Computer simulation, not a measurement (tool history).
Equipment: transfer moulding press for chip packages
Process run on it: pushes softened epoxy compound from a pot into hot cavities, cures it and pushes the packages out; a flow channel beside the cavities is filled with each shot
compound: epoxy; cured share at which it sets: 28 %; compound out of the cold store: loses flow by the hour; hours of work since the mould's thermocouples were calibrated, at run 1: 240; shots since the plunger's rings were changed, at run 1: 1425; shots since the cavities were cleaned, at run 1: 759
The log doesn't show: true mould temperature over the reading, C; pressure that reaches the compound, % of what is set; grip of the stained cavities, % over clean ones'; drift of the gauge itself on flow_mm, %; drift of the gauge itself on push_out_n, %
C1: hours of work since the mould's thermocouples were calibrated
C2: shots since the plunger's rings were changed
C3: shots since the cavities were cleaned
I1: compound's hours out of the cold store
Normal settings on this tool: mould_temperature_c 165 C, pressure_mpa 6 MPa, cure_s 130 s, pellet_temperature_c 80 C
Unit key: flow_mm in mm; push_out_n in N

{"run": 1, "day": 0.0, "mould_temperature_c": 165, "pressure_mpa": 6, "cure_s": 130, "pellet_temperature_c": 80, "C1": 240, "C2": 1425, "C3": 759, "I1": 39.1, "flow_mm": 524, "push_out_n": 222}
{"run": 2, "day": 0.396, "mould_temperature_c": 165, "pressure_mpa": 6, "cure_s": 130, "pellet_temperature_c": 88, "C1": 244, "C2": 1481, "C3": 815, "I1": 13.4, "flow_mm": 641, "push_out_n": 229}
{"day": 0.512, "done": "cavities cleaned with cleaning compound and waxed"}
{"run": 3, "day": 0.917, "mould_temperature_c": 165, "pressure_mpa": 5.86, "cure_s": 130, "pellet_temperature_c": 80, "C1": 249, "C2": 1546, "C3": 57, "I1": 16.1, "flow_mm": 614, "push_out_n": 241}
{"run": 4, "day": 1.692, "mould_temperature_c": 165, "pressure_mpa": 5.86, "cure_s": 130, "pellet_temperature_c": 80, "C1": 256, "C2": 1656, "C3": 167, "I1": 32.8, "flow_mm": 545, "push_out_n": 229}
{"run": 5, "day": 2.012, "mould_temperature_c": 165, "pressure_mpa": 6, "cure_s": 130, "pellet_temperature_c": 80, "C1": 259, "C2": 1703, "C3": 214, "I1": 20.8, "flow_mm": 611, "push_out_n": 234}
{"run": 6, "day": 2.4, "mould_temperature_c": 165, "pressure_mpa": 6, "cure_s": 130, "pellet_temperature_c": 80, "C1": 263, "C2": 1757, "C3": 268, "I1": 26.7, "flow_mm": 575, "push_out_n": 224}
{"run": 7, "day": 2.833, "mould_temperature_c": 165, "pressure_mpa": 5.11, "cure_s": 130, "pellet_temperature_c": 80, "C1": 267, "C2": 1819, "C3": 330, "I1": 43.7, "flow_mm": 472, "push_out_n": 223}
{"run": 8, "day": 3.588, "mould_temperature_c": 165, "pressure_mpa": 5.11, "cure_s": 130, "pellet_temperature_c": 80, "C1": 275, "C2": 1927, "C3": 438, "I1": 27.6, "flow_mm": 532, "push_out_n": 232}
{"run": 9, "day": 4.346, "mould_temperature_c": 165, "pressure_mpa": 6.93, "cure_s": 130, "pellet_temperature_c": 80, "C1": 282, "C2": 2034, "C3": 545, "I1": 24.3, "flow_mm": 631, "push_out_n": 235}
{"run": 10, "day": 5.033, "mould_temperature_c": 169, "pressure_mpa": 6, "cure_s": 130, "pellet_temperature_c": 80, "C1": 289, "C2": 2132, "C3": 643, "I1": 41.5, "flow_mm": 506, "push_out_n": 215}
{"run": 11, "day": 5.579, "mould_temperature_c": 169, "pressure_mpa": 6, "cure_s": 130, "pellet_temperature_c": 80, "C1": 294, "C2": 2210, "C3": 721, "I1": 39.2, "flow_mm": 517, "push_out_n": 200}
{"day": 6.317, "done": "cavities cleaned with cleaning compound and waxed"}
{"run": 12, "day": 6.35, "mould_temperature_c": 169, "pressure_mpa": 6, "cure_s": 130, "pellet_temperature_c": 80, "C1": 301, "C2": 2310, "C3": 4, "I1": 11.6, "flow_mm": 641, "push_out_n": 209}
{"run": 13, "day": 6.875, "mould_temperature_c": 169, "pressure_mpa": 6, "cure_s": 130, "pellet_temperature_c": 80, "C1": 306, "C2": 2385, "C3": 79, "I1": 21.8, "flow_mm": 601, "push_out_n": 202}
{"run": 14, "day": 7.5, "mould_temperature_c": 164, "pressure_mpa": 6, "cure_s": 130, "pellet_temperature_c": 80, "C1": 313, "C2": 2474, "C3": 168, "I1": 33.6, "flow_mm": 551, "push_out_n": 242}
{"run": 15, "day": 8.292, "mould_temperature_c": 164, "pressure_mpa": 6, "cure_s": 130, "pellet_temperature_c": 80, "C1": 320, "C2": 2587, "C3": 281, "I1": 45.5, "flow_mm": 504, "push_out_n": 228}
{"run": 16, "day": 8.804, "mould_temperature_c": 166, "pressure_mpa": 6, "cure_s": 130, "pellet_temperature_c": 83, "C1": 325, "C2": 2660, "C3": 354, "I1": 8.4, "flow_mm": 661, "push_out_n": 233}
{"run": 17, "day": 9.496, "mould_temperature_c": 165, "pressure_mpa": 6, "cure_s": 124, "pellet_temperature_c": 71, "C1": 332, "C2": 2758, "C3": 452, "I1": 33.4, "flow_mm": 558, "push_out_n": 248}

What does the tool deliver on the next run?
{"run": 18, "day": 10.212, "mould_temperature_c": 165, "pressure_mpa": 5.44, "cure_s": 130, "pellet_temperature_c": 79, "C1": 339, "C2": 2860, "C3": 554, "I1": 13, "flow_mm": "?", "push_out_n": "?"}

Logged for run 18: flow_mm 615 mm, push_out_n 233 N.
With the hidden condition absent and the run-to-run variation left alone, this run would have shown flow_mm 616 mm, push_out_n 229 N.
